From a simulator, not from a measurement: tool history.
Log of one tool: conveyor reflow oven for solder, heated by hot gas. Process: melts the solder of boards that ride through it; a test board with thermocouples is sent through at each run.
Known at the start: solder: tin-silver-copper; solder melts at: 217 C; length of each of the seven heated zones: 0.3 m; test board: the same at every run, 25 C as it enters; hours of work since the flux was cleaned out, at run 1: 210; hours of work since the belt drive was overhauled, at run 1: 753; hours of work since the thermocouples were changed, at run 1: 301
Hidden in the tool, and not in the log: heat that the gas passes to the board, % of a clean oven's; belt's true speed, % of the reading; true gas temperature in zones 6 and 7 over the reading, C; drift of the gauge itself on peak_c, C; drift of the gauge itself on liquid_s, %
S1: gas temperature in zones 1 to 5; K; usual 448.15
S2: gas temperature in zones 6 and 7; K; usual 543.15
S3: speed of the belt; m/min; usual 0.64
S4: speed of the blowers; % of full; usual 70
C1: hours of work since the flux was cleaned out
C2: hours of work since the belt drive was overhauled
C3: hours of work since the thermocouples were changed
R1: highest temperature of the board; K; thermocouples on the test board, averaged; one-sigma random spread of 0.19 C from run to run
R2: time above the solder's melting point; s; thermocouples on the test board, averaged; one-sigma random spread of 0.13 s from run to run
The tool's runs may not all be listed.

run,day,S1,S2,S3,S4,C1,C2,C3,R1,R2
1,0,448.15,543.15,0.64,70,210,753,301,521.75,39.7
2,1.108,448.15,543.15,0.64,70,226,769,317,521.25,39.8
3,2.471,448.15,543.15,0.64,70,246,789,337,521.65,39.7
4,4.104,448.15,543.15,0.64,70,270,813,361,521.45,39.7
# day 5.967: flux residue cleaned out of gas plates and filters
5,6.158,448.15,543.15,0.64,70,3,840,387,522.25,40
6,7.142,448.15,543.15,0.64,70,17,854,402,522.15,40.2
7,8.758,448.15,543.15,0.64,54,41,878,425,516.35,34.8
8,9.908,448.15,543.15,0.64,54,57,894,442,516.35,35
9,11.788,448.15,543.15,0.64,54,85,922,469,516.25,34.9
10,13.15,448.15,543.15,0.64,54,105,941,489,515.75,34.9
11,14.821,448.15,543.15,0.64,67,129,966,514,520.65,38.7
12,16.55,448.15,549.15,0.64,67,154,991,539,525.35,41.8
13,18.6,448.15,549.15,0.64,67,184,1021,569,525.35,41.9
14,20.579,448.15,549.15,0.64,67,213,1050,597,525.05,41.8
15,21.804,448.15,549.15,0.64,67,231,1067,615,524.85,41.7
16,22.842,456.15,543.15,0.63,70,246,1083,630,523.25,44.1
17,23.958,456.15,543.15,0.63,70,262,1099,647,523.05,44.2
18,25.729,456.15,543.15,0.63,70,288,1125,672,523.05,44.1
# day 26.388: flux residue cleaned out of gas plates and filters
19,26.892,440.15,543.15,0.581,70,7,1138,686,523.05,43.6
# day 27.792: thermocouples of zones 6 and 7 changed
20,28.154,440.15,543.15,0.581,70,25,1156,5,524.25,44.4
21,29.358,440.15,552.15,0.538,63,42,1173,23,532.75,53.1
22,30.738,440.15,552.15,0.538,56,62,1193,43,530.25,51.2
23,32.758,440.15,552.15,0.538,56,92,1223,72,529.95,51.3
24,33.796,440.15,552.15,0.538,56,107,1238,87,530.25,51.1
25,35.342,452.15,552.15,0.538,51,129,1260,110,530.15,54.5
26,36.725,448.15,555.15,0.64,64,149,1280,130,530.15,44.4
27,37.633,448.15,547.15,0.64,70,163,1294,143,524.85,42.1

Measured less the same run without the tool's hidden state. The same run-to-run variation is in both; the gauge's scatter may not be:
run,R1,R2
1,-0.9,+0
2,-0.9,-0.1
3,-1,-0.1
4,-1.1,-0.2
5,-0.4,+0.4
6,-0.5,+0.4
7,-0.5,+0.3
8,-0.5,+0.3
9,-0.6,+0.2
10,-0.7,+0.1
11,-1,+0.1
12,-1.1,+0.2
13,-1.3,+0
14,-1.4,-0.1
15,-1.5,-0.1
16,-1.6,-0.1
17,-1.7,-0.2
18,-1.8,-0.2
19,-1.3,+0.1
20,-0.1,+0.9
21,-0.1,+1.1
22,-0.2,+1.1
23,-0.3,+1
24,-0.4,+0.9
25,-0.3,+1
26,-0.7,+0.7
27,-0.8,+0.5

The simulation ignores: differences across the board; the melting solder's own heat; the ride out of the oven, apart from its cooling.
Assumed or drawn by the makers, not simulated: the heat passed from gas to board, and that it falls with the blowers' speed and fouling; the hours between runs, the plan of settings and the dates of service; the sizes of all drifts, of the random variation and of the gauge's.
